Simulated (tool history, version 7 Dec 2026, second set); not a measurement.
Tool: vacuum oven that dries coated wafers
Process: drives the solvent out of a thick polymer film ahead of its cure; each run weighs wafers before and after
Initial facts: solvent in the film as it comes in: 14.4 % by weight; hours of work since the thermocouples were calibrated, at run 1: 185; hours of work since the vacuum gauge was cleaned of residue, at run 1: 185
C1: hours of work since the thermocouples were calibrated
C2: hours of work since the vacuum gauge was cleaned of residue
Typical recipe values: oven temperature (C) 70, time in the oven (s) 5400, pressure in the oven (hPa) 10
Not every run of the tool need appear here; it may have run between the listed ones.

run 1 day=0 | oven_temperature_(C)=70 time_in_the_oven_(s)=5400 pressure_in_the_oven_(hPa)=10 | C1=185 C2=185 | solvent_left_in_the_film_(%)=0.9
run 2 day=1.992 | oven_temperature_(C)=70 time_in_the_oven_(s)=5400 pressure_in_the_oven_(hPa)=10 | C1=217 C2=217 | solvent_left_in_the_film_(%)=0.9
run 3 day=5.358 | oven_temperature_(C)=70 time_in_the_oven_(s)=5400 pressure_in_the_oven_(hPa)=7.7 | C1=270 C2=270 | solvent_left_in_the_film_(%)=0.81
run 4 day=7.225 | oven_temperature_(C)=70 time_in_the_oven_(s)=5400 pressure_in_the_oven_(hPa)=7.7 | C1=300 C2=300 | solvent_left_in_the_film_(%)=0.82
run 5 day=9.3 | oven_temperature_(C)=70 time_in_the_oven_(s)=5400 pressure_in_the_oven_(hPa)=10 | C1=333 C2=333 | solvent_left_in_the_film_(%)=0.89
run 6 day=12.238 | oven_temperature_(C)=70 time_in_the_oven_(s)=5400 pressure_in_the_oven_(hPa)=10 | C1=380 C2=380 | solvent_left_in_the_film_(%)=0.88
run 7 day=13.988 | oven_temperature_(C)=70 time_in_the_oven_(s)=5400 pressure_in_the_oven_(hPa)=5.8 | C1=408 C2=408 | solvent_left_in_the_film_(%)=0.73
run 8 day=17.542 | oven_temperature_(C)=70 time_in_the_oven_(s)=5400 pressure_in_the_oven_(hPa)=5.8 | C1=465 C2=465 | solvent_left_in_the_film_(%)=0.76
-- day=17.904 oven's thermocouples calibrated
run 9 day=20.379 | oven_temperature_(C)=70 time_in_the_oven_(s)=5400 pressure_in_the_oven_(hPa)=10 | C1=39 C2=509 | solvent_left_in_the_film_(%)=0.86
run 10 day=22.721 | oven_temperature_(C)=59 time_in_the_oven_(s)=5400 pressure_in_the_oven_(hPa)=10 | C1=77 C2=546 | solvent_left_in_the_film_(%)=3.6
run 11 day=24.292 | oven_temperature_(C)=68 time_in_the_oven_(s)=5400 pressure_in_the_oven_(hPa)=10 | C1=102 C2=571 | solvent_left_in_the_film_(%)=1.17
-- day=24.812 oven's thermocouples calibrated, once more
run 12 day=27.829 | oven_temperature_(C)=68 time_in_the_oven_(s)=5400 pressure_in_the_oven_(hPa)=10 | C1=48 C2=626 | solvent_left_in_the_film_(%)=1.29
run 13 day=30.262 | oven_temperature_(C)=81 time_in_the_oven_(s)=5400 pressure_in_the_oven_(hPa)=10 | C1=87 C2=665 | solvent_left_in_the_film_(%)=0.28
run 14 day=33.65 | oven_temperature_(C)=59 time_in_the_oven_(s)=5400 pressure_in_the_oven_(hPa)=10 | C1=141 C2=719 | solvent_left_in_the_film_(%)=3.75
run 15 day=35.788 | oven_temperature_(C)=59 time_in_the_oven_(s)=4200 pressure_in_the_oven_(hPa)=27.1 | C1=175 C2=753 | solvent_left_in_the_film_(%)=5.53
run 16 day=37.608 | oven_temperature_(C)=83 time_in_the_oven_(s)=8220 pressure_in_the_oven_(hPa)=27.7 | C1=204 C2=782 | solvent_left_in_the_film_(%)=0.62
run 17 day=40.092 | oven_temperature_(C)=57 time_in_the_oven_(s)=3960 pressure_in_the_oven_(hPa)=8.8 | C1=244 C2=822 | solvent_left_in_the_film_(%)=5.69
run 18 day=43.367 | oven_temperature_(C)=66 time_in_the_oven_(s)=5580 pressure_in_the_oven_(hPa)=8.8 | C1=296 C2=874 | solvent_left_in_the_film_(%)=1.53
run 19 day=45.438 | oven_temperature_(C)=70 time_in_the_oven_(s)=6540 pressure_in_the_oven_(hPa)=10 | C1=329 C2=907 | solvent_left_in_the_film_(%)=0.66
run 20 day=47.45 | oven_temperature_(C)=70 time_in_the_oven_(s)=6540 pressure_in_the_oven_(hPa)=10 | C1=361 C2=939 | solvent_left_in_the_film_(%)=0.68
run 21 day=50.254 | oven_temperature_(C)=83 time_in_the_oven_(s)=6540 pressure_in_the_oven_(hPa)=31.8 | C1=406 C2=984 | solvent_left_in_the_film_(%)=0.7
run 22 day=51.971 | oven_temperature_(C)=63 time_in_the_oven_(s)=5400 pressure_in_the_oven_(hPa)=5.5 | C1=433 C2=1011 | solvent_left_in_the_film_(%)=2.25
run 23 day=55.308 | oven_temperature_(C)=60 time_in_the_oven_(s)=5400 pressure_in_the_oven_(hPa)=21.7 | C1=486 C2=1064 | solvent_left_in_the_film_(%)=3.88
run 24 day=58.596 | oven_temperature_(C)=70 time_in_the_oven_(s)=3180 pressure_in_the_oven_(hPa)=8.9 | C1=539 C2=1117 | solvent_left_in_the_film_(%)=2.14
run 25 day=61.067 | oven_temperature_(C)=58 time_in_the_oven_(s)=3180 pressure_in_the_oven_(hPa)=37.3 | C1=578 C2=1156 | solvent_left_in_the_film_(%)=7.16
run 26 day=62.658 | oven_temperature_(C)=58 time_in_the_oven_(s)=3180 pressure_in_the_oven_(hPa)=37.3 | C1=604 C2=1182 | solvent_left_in_the_film_(%)=7.23
run 27 day=65.667 | oven_temperature_(C)=76 time_in_the_oven_(s)=5400 pressure_in_the_oven_(hPa)=5.1 | C1=652 C2=1230 | solvent_left_in_the_film_(%)=0.27

Here are 3 independent what-if runs from the current tool condition. What would each one return?
run A day=69.183 | oven_temperature_(C)=76 time_in_the_oven_(s)=4440 pressure_in_the_oven_(hPa)=7 | C1=708 C2=1286 | solvent_left_in_the_film_(%)=?
run B day=69.183 | oven_temperature_(C)=60 time_in_the_oven_(s)=3660 pressure_in_the_oven_(hPa)=35.9 | C1=708 C2=1286 | solvent_left_in_the_film_(%)=?
run C day=69.183 | oven_temperature_(C)=76 time_in_the_oven_(s)=4620 pressure_in_the_oven_(hPa)=12.4 | C1=708 C2=1286 | solvent_left_in_the_film_(%)=?

run=A solvent_left_in_the_film_(%)=0.45
run=B solvent_left_in_the_film_(%)=5.84
run=C solvent_left_in_the_film_(%)=0.53
Stripped of hidden state, with their random variation kept, the same runs would have yielded:
run=A solvent_left_in_the_film_(%)=0.42
run=B solvent_left_in_the_film_(%)=6.1
run=C solvent_left_in_the_film_(%)=0.5

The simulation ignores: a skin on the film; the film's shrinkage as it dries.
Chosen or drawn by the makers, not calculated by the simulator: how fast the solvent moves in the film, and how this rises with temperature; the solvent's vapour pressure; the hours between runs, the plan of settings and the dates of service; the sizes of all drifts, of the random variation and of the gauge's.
